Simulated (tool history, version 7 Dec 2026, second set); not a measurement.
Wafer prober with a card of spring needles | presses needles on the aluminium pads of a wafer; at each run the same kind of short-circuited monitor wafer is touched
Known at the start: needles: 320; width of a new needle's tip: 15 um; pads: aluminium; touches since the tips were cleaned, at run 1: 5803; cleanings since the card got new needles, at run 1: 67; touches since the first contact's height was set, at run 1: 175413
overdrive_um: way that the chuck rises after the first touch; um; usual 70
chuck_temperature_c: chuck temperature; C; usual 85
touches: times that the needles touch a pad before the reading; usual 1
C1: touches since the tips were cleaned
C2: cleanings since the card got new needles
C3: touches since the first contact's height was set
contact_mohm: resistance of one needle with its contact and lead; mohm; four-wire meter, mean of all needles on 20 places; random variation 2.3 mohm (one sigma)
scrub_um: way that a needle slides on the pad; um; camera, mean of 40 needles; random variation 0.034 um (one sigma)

Run 1, hour 0: usual settings; C1 5803; C2 67; C3 175413. Result: contact_mohm 254 mohm, scrub_um 18.51 um.
At hour 3.7: tips cleaned on abrasive film.
At hour 21.7: tips cleaned on abrasive film.
At hour 36.1: tips cleaned on abrasive film.
At hour 43.6: height of the first contact set anew.
At hour 54.4: tips cleaned on abrasive film.
Run 2, hour 66.2: usual settings but overdrive_um 50 um; C1 5924; C2 71; C3 11338. Result: contact_mohm 262 mohm, scrub_um 13.16 um.
At hour 69.8: tips cleaned on abrasive film.
At hour 84.2: tips cleaned on abrasive film.
At hour 98.7: tips cleaned on abrasive film.
At hour 116.7: tips cleaned on abrasive film.
At hour 134.7: tips cleaned on abrasive film.
Run 3, hour 146.9: usual settings but touches 2; C1 6163; C2 76; C3 51783. Result: contact_mohm 253 mohm, scrub_um 18.39 um.
At hour 150.6: tips cleaned on abrasive film.
At hour 168.6: tips cleaned on abrasive film.
At hour 183: tips cleaned on abrasive film.
At hour 200.9: tips cleaned on abrasive film.
Run 4, hour 200.9: usual settings but touches 2; C1 0; C2 80; C3 78818. Result: contact_mohm 254 mohm, scrub_um 18.4 um.
At hour 218.9: tips cleaned on abrasive film.
At hour 236.9: tips cleaned on abrasive film.
At hour 254.9: tips cleaned on abrasive film.
At hour 270.3: tips cleaned on abrasive film.
Run 5, hour 270.3: usual settings; C1 0; C2 84; C3 113584. Result: contact_mohm 255 mohm, scrub_um 18.35 um.
At hour 288.3: tips cleaned on abrasive film.
At hour 306.3: tips cleaned on abrasive film.
At hour 324.3: tips cleaned on abrasive film.
At hour 342.3: tips cleaned on abrasive film.
Run 6, hour 350.5: usual settings; C1 4123; C2 88; C3 153793. Result: contact_mohm 257 mohm, scrub_um 18.35 um.
At hour 357.7: tips cleaned on abrasive film.
At hour 375.7: tips cleaned on abrasive film.
At hour 393.7: tips cleaned on abrasive film.
At hour 411.7: tips cleaned on abrasive film.
Run 7, hour 416.2: usual settings but touches 2; C1 2266; C2 92; C3 186732. Result: contact_mohm 258 mohm, scrub_um 18.25 um.
At hour 427.1: tips cleaned on abrasive film.
At hour 438.1: height of the first contact set anew.
At hour 441.8: tips cleaned on abrasive film.
At hour 459.7: tips cleaned on abrasive film.
Run 8, hour 459.7: usual settings but chuck_temperature_c 30 C; C1 0; C2 95; C3 10795. Result: contact_mohm 243 mohm, scrub_um 18.29 um.
At hour 477.7: tips cleaned on abrasive film.
At hour 492.1: tips cleaned on abrasive film.
Run 9, hour 495.4: usual settings but chuck_temperature_c 30 C; C1 1652; C2 97; C3 28686. Result: contact_mohm 238 mohm, scrub_um 18.12 um.
At hour 509.8: tips cleaned on abrasive film.
At hour 527.8: tips cleaned on abrasive film.
At hour 545.8: tips cleaned on abrasive film.
Run 10, hour 549.3: usual settings but chuck_temperature_c 30 C; C1 1753; C2 100; C3 55701. Result: contact_mohm 239 mohm, scrub_um 18.19 um.
At hour 563.7: tips cleaned on abrasive film.
At hour 581.7: tips cleaned on abrasive film.
At hour 599.7: tips cleaned on abrasive film.
At hour 614.1: tips cleaned on abrasive film.
Run 11, hour 619.2: usual settings but chuck_temperature_c 30 C; C1 2524; C2 104; C3 90704. Result: contact_mohm 241 mohm, scrub_um 18.14 um.
At hour 630: tips cleaned on abrasive film.
At hour 644.4: tips cleaned on abrasive film.
At hour 661.4: tips cleaned on abrasive film.
Run 12, hour 661.4: usual settings but overdrive_um 63 um; C1 0; C2 107; C3 111835. Result: contact_mohm 256 mohm, scrub_um 16.34 um.
At hour 679.4: tips cleaned on abrasive film.
At hour 693.8: tips cleaned on abrasive film.
Run 13, hour 703: usual settings but overdrive_um 63 um; C1 4644; C2 109; C3 132718. Result: contact_mohm 257 mohm, scrub_um 16.3 um.
At hour 710.3: tips cleaned on abrasive film.
At hour 728.3: tips cleaned on abrasive film.
At hour 746.3: tips cleaned on abrasive film.
At hour 764.3: tips cleaned on abrasive film.
At hour 782.2: tips cleaned on abrasive film.
Run 14, hour 789.3: usual settings but overdrive_um 60 um, touches 2; C1 3585; C2 114; C3 175961. Result: contact_mohm 258 mohm, scrub_um 15.46 um.
At hour 800.1: tips cleaned on abrasive film.
At hour 818.1: tips cleaned on abrasive film.
At hour 821.7: gauge calibrated.
Run 15, hour 828.5: usual settings but overdrive_um 60 um, chuck_temperature_c 51 C, touches 3; C1 5232; C2 116; C3 195628. Result: contact_mohm 247 mohm, scrub_um 15.82 um.
At hour 832.4: height of the first contact set anew.
At hour 836.1: tips cleaned on abrasive film.
At hour 854.1: tips cleaned on abrasive film.
At hour 872.1: tips cleaned on abrasive film.
Run 16, hour 874.5: usual settings but overdrive_um 52 um, chuck_temperature_c 29 C; C1 1241; C2 119; C3 21089. Result: contact_mohm 246 mohm, scrub_um 13.76 um.
At hour 889: tips cleaned on abrasive film.
At hour 907: tips cleaned on abrasive film.
At hour 925: tips cleaned on abrasive film.
Run 17, hour 938.1: usual settings but overdrive_um 63 um, chuck_temperature_c 81 C, touches 2; C1 6643; C2 122; C3 52993. Result: contact_mohm 256 mohm, scrub_um 16.6 um.
At hour 941.8: tips cleaned on abrasive film.
At hour 959.7: tips cleaned on abrasive film.
At hour 974.1: tips cleaned on abrasive film.
At hour 988.7: tips cleaned on abrasive film.
Run 18, hour 988.7: usual settings but overdrive_um 77 um, chuck_temperature_c 40 C, touches 3; C1 0; C2 126; C3 78259. Result: contact_mohm 245 mohm, scrub_um 20.25 um.
At hour 1006.6: tips cleaned on abrasive film.
At hour 1021.1: tips cleaned on abrasive film.
At hour 1035.5: tips cleaned on abrasive film.
At hour 1053.5: tips cleaned on abrasive film.
At hour 1067.9: tips cleaned on abrasive film.
Run 19, hour 1071.9: usual settings but overdrive_um 77 um, chuck_temperature_c 65 C, touches 2; C1 2026; C2 131; C3 119973. Result: contact_mohm 248 mohm, scrub_um 20.18 um.
At hour 1082.8: tips cleaned on abrasive film.
At hour 1097.2: tips cleaned on abrasive film.
At hour 1114.7: tips cleaned on abrasive film.
Run 20, hour 1114.7: usual settings but overdrive_um 77 um, chuck_temperature_c 65 C, touches 2; C1 0; C2 134; C3 141396. Result: contact_mohm 250 mohm, scrub_um 20.11 um.
At hour 1132.7: tips cleaned on abrasive film.
At hour 1150.7: tips cleaned on abrasive film.
Run 21, hour 1164.5: usual settings but overdrive_um 77 um, chuck_temperature_c 65 C, touches 2; C1 6950; C2 136; C3 166390. Result: contact_mohm 252 mohm, scrub_um 20.14 um.
At hour 1168.1: tips cleaned on abrasive film.
At hour 1182.5: tips cleaned on abrasive film.
At hour 1200.5: tips cleaned on abrasive film.
At hour 1214.9: tips cleaned on abrasive film.
At hour 1226: height of the first contact set anew.
Run 22, hour 1229.5: usual settings but chuck_temperature_c 51 C, touches 2; C1 7198; C2 140; C3 1785. Result: contact_mohm 247 mohm, scrub_um 18.21 um.
At hour 1233.2: tips cleaned on abrasive film.
At hour 1247.6: tips cleaned on abrasive film.
At hour 1265.6: tips cleaned on abrasive film.
At hour 1283.6: tips cleaned on abrasive film.
At hour 1301.6: tips cleaned on abrasive film.
Run 23, hour 1309: usual settings but overdrive_um 80 um, chuck_temperature_c 52 C; C1 3710; C2 145; C3 41583. Result: contact_mohm 246 mohm, scrub_um 20.87 um.
At hour 1316.2: tips cleaned on abrasive film.
At hour 1330.7: tips cleaned on abrasive film.
At hour 1348.6: tips cleaned on abrasive film.
At hour 1366.6: tips cleaned on abrasive film.
At hour 1383.5: tips cleaned on abrasive film.
Run 24, hour 1383.5: usual settings but overdrive_um 56 um, chuck_temperature_c 62 C, touches 2; C1 0; C2 150; C3 78905. Result: contact_mohm 250 mohm, scrub_um 14.52 um.

Forecast run 25:
At hour 1397.9: tips cleaned on abrasive film.
At hour 1412.4: tips cleaned on abrasive film.
Run 25, hour 1420.1: usual settings but overdrive_um 56 um, chuck_temperature_c 62 C, touches 2; C1 3898; C2 152; C3 97239. Result: contact_mohm ?, scrub_um ?.

{"run 25": {"contact_mohm": 253, "scrub_um": 14.52}}
Without the tool's hidden state the same run would have given contact_mohm 252 mohm, scrub_um 14.79 um.

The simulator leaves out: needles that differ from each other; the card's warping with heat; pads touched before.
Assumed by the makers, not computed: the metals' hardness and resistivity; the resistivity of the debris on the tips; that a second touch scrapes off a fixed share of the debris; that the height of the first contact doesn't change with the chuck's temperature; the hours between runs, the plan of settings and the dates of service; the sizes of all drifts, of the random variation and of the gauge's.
